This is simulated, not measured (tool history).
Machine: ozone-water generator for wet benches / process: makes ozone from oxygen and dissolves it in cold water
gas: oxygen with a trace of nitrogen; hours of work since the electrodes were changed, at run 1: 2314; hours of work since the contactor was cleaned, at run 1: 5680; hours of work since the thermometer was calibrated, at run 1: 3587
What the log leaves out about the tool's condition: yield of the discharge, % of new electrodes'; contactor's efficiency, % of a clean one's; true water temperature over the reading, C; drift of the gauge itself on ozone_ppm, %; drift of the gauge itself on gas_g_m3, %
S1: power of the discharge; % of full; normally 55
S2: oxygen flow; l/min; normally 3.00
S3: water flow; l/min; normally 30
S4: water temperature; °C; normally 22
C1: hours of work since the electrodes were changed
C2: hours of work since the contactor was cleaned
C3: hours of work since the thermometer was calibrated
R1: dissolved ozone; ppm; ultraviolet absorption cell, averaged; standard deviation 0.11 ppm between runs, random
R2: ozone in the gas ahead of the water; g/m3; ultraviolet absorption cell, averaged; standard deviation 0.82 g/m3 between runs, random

run 1 hour=0.0 | S1=55 S2=3.00 S3=30 S4=22 | C1=2314 C2=5680 C3=3587 | R1=6.0 R2=124.2
run 2 hour=101.0 | S1=55 S2=3.00 S3=30 S4=22 | C1=2409 C2=5775 C3=3682 | R1=6.1 R2=124.4
run 3 hour=180.6 | S1=55 S2=3.00 S3=37 S4=22 | C1=2483 C2=5849 C3=3757 | R1=4.6 R2=125.1
run 4 hour=294.2 | S1=55 S2=3.00 S3=37 S4=22 | C1=2590 C2=5956 C3=3863 | R1=4.8 R2=123.7
run 5 hour=417.6 | S1=55 S2=3.00 S3=30 S4=22 | C1=2706 C2=6072 C3=3979 | R1=6.2 R2=123.2
run 6 hour=541.6 | S1=57 S2=3.00 S3=30 S4=22 | C1=2822 C2=6188 C3=4095 | R1=5.9 R2=127.3
run 7 hour=640.8 | S1=57 S2=3.00 S3=30 S4=22 | C1=2915 C2=6281 C3=4188 | R1=6.4 R2=127.1
run 8 hour=698.7 | S1=55 S2=3.00 S3=30 S4=22 | C1=2969 C2=6335 C3=4243 | R1=6.0 R2=123.4
run 9 hour=838.2 | S1=55 S2=3.00 S3=30 S4=22 | C1=3100 C2=6466 C3=4374 | R1=5.9 R2=123.4
run 10 hour=924.8 | S1=55 S2=3.00 S3=18 S4=22 | C1=3181 C2=6547 C3=4455 | R1=9.6 R2=123.4
-- hour=939.8 contactor cleaned
run 11 hour=1045.3 | S1=55 S2=3.00 S3=30 S4=22 | C1=3291 C2=99 C3=4564 | R1=5.7 R2=121.4
run 12 hour=1160.9 | S1=55 S2=3.00 S3=30 S4=22 | C1=3399 C2=207 C3=4673 | R1=5.6 R2=120.4
-- hour=1239.9 contactor cleaned, once more
run 13 hour=1255.1 | S1=55 S2=3.00 S3=30 S4=22 | C1=3484 C2=14 C3=4757 | R1=6.2 R2=120.9
run 14 hour=1314.5 | S1=55 S2=3.00 S3=30 S4=22 | C1=3539 C2=70 C3=4813 | R1=5.9 R2=120.8
run 15 hour=1449.3 | S1=55 S2=3.00 S3=43 S4=22 | C1=3666 C2=196 C3=4939 | R1=4.0 R2=119.9
run 16 hour=1531.6 | S1=55 S2=3.00 S3=43 S4=22 | C1=3743 C2=274 C3=5017 | R1=4.0 R2=120.2
-- hour=1558.4 water thermometer calibrated
run 17 hour=1639.4 | S1=70 S2=2.59 S3=29 S4=26 | C1=3844 C2=374 C3=76 | R1=7.0 R2=154.2
run 18 hour=1726.3 | S1=70 S2=2.59 S3=29 S4=26 | C1=3925 C2=456 C3=157 | R1=6.8 R2=152.4
run 19 hour=1818.5 | S1=63 S2=3.56 S3=25 S4=29 | C1=4012 C2=542 C3=244 | R1=7.8 R2=123.9
run 20 hour=1898.2 | S1=48 S2=2.94 S3=19 S4=29 | C1=4086 C2=617 C3=319 | R1=7.6 R2=108.9
run 21 hour=1997.4 | S1=59 S2=3.32 S3=30 S4=22 | C1=4180 C2=710 C3=412 | R1=6.4 R2=123.2
run 22 hour=2070.3 | S1=55 S2=3.72 S3=30 S4=23 | C1=4248 C2=778 C3=480 | R1=6.3 R2=110.3
run 23 hour=2127.5 | S1=61 S2=1.53 S3=27 S4=25 | C1=4302 C2=832 C3=534 | R1=5.3 R2=166.5
run 24 hour=2205.0 | S1=61 S2=1.53 S3=27 S4=25 | C1=4374 C2=905 C3=607 | R1=5.3 R2=166.3
run 25 hour=2292.9 | S1=80 S2=3.00 S3=25 S4=18 | C1=4457 C2=987 C3=689 | R1=9.8 R2=157.1
run 26 hour=2415.8 | S1=41 S2=3.00 S3=30 S4=22 | C1=4572 C2=1103 C3=804 | R1=4.6 R2=95.0
run 27 hour=2532.4 | S1=55 S2=2.28 S3=24 S4=20 | C1=4681 C2=1212 C3=914 | R1=6.8 R2=129.2
run 28 hour=2662.7 | S1=55 S2=2.28 S3=24 S4=30 | C1=4804 C2=1334 C3=1036 | R1=6.3 R2=132.0
run 29 hour=2721.1 | S1=61 S2=3.00 S3=40 S4=22 | C1=4858 C2=1389 C3=1091 | R1=4.5 R2=127.0
run 30 hour=2832.8 | S1=48 S2=1.70 S3=30 S4=22 | C1=4963 C2=1494 C3=1195 | R1=4.3 R2=129.9
run 31 hour=2943.1 | S1=55 S2=1.57 S3=30 S4=21 | C1=5067 C2=1597 C3=1299 | R1=4.3 R2=147.9
run 32 hour=3078.1 | S1=55 S2=1.57 S3=30 S4=21 | C1=5193 C2=1724 C3=1425 | R1=4.5 R2=147.0

Difference, measured minus no-hidden-state, one row per run. Run-to-run variation is common to both terms; the gauge's own scatter need not be:
run=1 R1=-0.5 R2=-6.4
run=2 R1=-0.5 R2=-6.6
run=3 R1=-0.4 R2=-7.0
run=4 R1=-0.4 R2=-7.2
run=5 R1=-0.5 R2=-7.6
run=6 R1=-0.6 R2=-8.4
run=7 R1=-0.6 R2=-8.7
run=8 R1=-0.6 R2=-8.3
run=9 R1=-0.6 R2=-8.7
run=10 R1=-1.0 R2=-9.0
run=11 R1=-0.7 R2=-9.1
run=12 R1=-0.8 R2=-9.4
run=13 R1=-0.5 R2=-9.7
run=14 R1=-0.6 R2=-9.8
run=15 R1=-0.4 R2=-10.2
run=16 R1=-0.4 R2=-10.3
run=17 R1=-0.8 R2=-17.2
run=18 R1=-0.8 R2=-17.5
run=19 R1=-0.8 R2=-13.4
run=20 R1=-0.7 R2=-8.9
run=21 R1=-0.8 R2=-13.0
run=22 R1=-0.7 R2=-11.0
run=23 R1=-0.6 R2=-18.8
run=24 R1=-0.6 R2=-19.2
run=25 R1=-1.5 R2=-23.4
run=26 R1=-0.4 R2=-7.0
run=27 R1=-0.8 R2=-14.5
run=28 R1=-0.8 R2=-15.0
run=29 R1=-0.6 R2=-16.4
run=30 R1=-0.4 R2=-13.2
run=31 R1=-0.6 R2=-18.2
run=32 R1=-0.6 R2=-18.7

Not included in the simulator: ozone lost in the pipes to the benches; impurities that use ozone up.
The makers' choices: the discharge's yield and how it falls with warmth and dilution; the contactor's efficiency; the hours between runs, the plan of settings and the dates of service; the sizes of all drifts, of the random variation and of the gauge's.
